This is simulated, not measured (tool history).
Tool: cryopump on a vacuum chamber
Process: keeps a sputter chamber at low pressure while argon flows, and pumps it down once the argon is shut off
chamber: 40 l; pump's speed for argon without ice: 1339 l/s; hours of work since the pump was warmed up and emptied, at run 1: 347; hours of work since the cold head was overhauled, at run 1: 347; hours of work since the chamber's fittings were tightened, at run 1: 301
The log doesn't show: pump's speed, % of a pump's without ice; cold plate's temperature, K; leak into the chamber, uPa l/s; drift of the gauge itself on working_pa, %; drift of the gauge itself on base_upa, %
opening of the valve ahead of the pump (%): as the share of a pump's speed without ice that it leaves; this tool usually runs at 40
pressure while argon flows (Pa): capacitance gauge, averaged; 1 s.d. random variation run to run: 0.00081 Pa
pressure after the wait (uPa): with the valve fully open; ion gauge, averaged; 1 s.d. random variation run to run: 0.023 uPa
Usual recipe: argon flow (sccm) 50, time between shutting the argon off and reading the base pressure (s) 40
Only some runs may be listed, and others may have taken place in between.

run	hour	argon flow (sccm)	time between shutting the argon off and reading the base pressure (s)	opening of the valve ahead of the pump (%)	hours of work since the pump was warmed up and emptied	hours of work since the cold head was overhauled	hours of work since the chamber's fittings were tightened	pressure while argon flows (Pa)	pressure after the wait (uPa)
1	0.0	50	40	40	347	347	301	0.1654	1.04
2	22.9	50	40	40	359	359	312	0.1668	1.04
3	37.3	50	40	40	366	366	319	0.1664	1.05
4	50.3	50	40	40	372	372	326	0.1662	1.06
5	61.5	50	40	40	377	377	331	0.1685	1.06
6	74.1	50	40	40	384	384	337	0.1664	1.07
7	97.2	50	40	40	395	395	349	0.1671	1.09
8	120.7	50	40	40	407	407	360	0.1673	1.04
9	140.7	21	98	34	416	416	370	0.0814	0.79
10	164.6	21	98	34	428	428	382	0.0815	0.75
11	175.5	24	80	30	433	433	387	0.1052	0.85
12	198.1	21	40	26	445	445	398	0.1057	1.13
13	211.3	21	40	56	451	451	405	0.0512	1.12
14	225.0	88	40	40	458	458	411	0.2971	1.12
15	240.4	47	61	40	465	465	419	0.1593	0.93

The same runs without the tool's hidden state, with the same run-to-run variation:
run	pressure while argon flows (Pa)	pressure after the wait (uPa)
1	0.1575	0.79
2	0.1586	0.78
3	0.1581	0.79
4	0.1577	0.79
5	0.1598	0.78
6	0.1577	0.78
7	0.1580	0.80
8	0.1580	0.74
9	0.0774	0.48
10	0.0774	0.44
11	0.1005	0.53
12	0.1013	0.81
13	0.0468	0.80
14	0.2784	0.78
15	0.1491	0.59
